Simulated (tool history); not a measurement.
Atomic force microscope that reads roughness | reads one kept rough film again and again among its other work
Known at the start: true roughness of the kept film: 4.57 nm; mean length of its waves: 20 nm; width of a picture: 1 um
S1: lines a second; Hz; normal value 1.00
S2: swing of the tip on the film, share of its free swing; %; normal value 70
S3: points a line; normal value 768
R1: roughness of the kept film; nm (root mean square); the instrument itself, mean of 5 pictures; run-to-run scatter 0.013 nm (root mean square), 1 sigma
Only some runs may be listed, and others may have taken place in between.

run   hour    S1  S2    S3     R1
  1    0.0  1.00  70   768  2.031
  2    6.9  1.00  70   768  1.997
  3   16.9  1.00  70   837  1.934
  4   23.1  1.00  70   768  1.919
      27.6  -- new tip fitted
  5   28.8  1.00  70   768  2.893
  6   40.2  1.00  70   768  2.794
  7   46.5  1.00  70   768  2.726
  8   55.7  1.00  75   768  2.637
  9   62.5  1.00  75   768  2.600
 10   70.5  1.00  75   768  2.527
      72.5  -- height scale calibrated on a step standard
 11   76.1  1.26  75   768  2.474
 12   85.5  1.26  75   768  2.392
      91.3  -- height scale calibrated on a step standard, once more
 13   94.3  2.89  68   768  2.295
 14  101.1  3.41  79   929  2.093
 15  109.3  0.82  79   500  2.243
 16  118.2  0.57  70   768  2.278
 17  127.8  1.35  90  1003  2.030
 18  133.0  1.35  90  1003  2.017
 19  142.3  2.46  74   768  1.997
 20  153.3  2.46  70   464  1.953
 21  162.2  0.75  64   464  2.023
 22  172.7  3.83  57   768  1.929
 23  179.7  2.85  86   263  1.608
     186.7  -- new tip fitted
 24  186.7  3.53  63  1020  2.872

Here are 5 independent what-if runs from the current tool condition. What would each one return?
  A  196.3  3.53  79  795   ?
  B  196.3  0.96  78  907   ?
  C  196.3  1.00  80  502   ?
  D  196.3  1.00  57  768   ?
  E  196.3  3.53  88  386   ?

run     R1
  A  2.545
  B  2.864
  C  2.807
  D  2.929
  E  2.300
Without the tool's hidden state the same runs would have given:
run     R1
  A  2.673
  B  3.009
  C  2.949
  D  3.077
  E  2.417
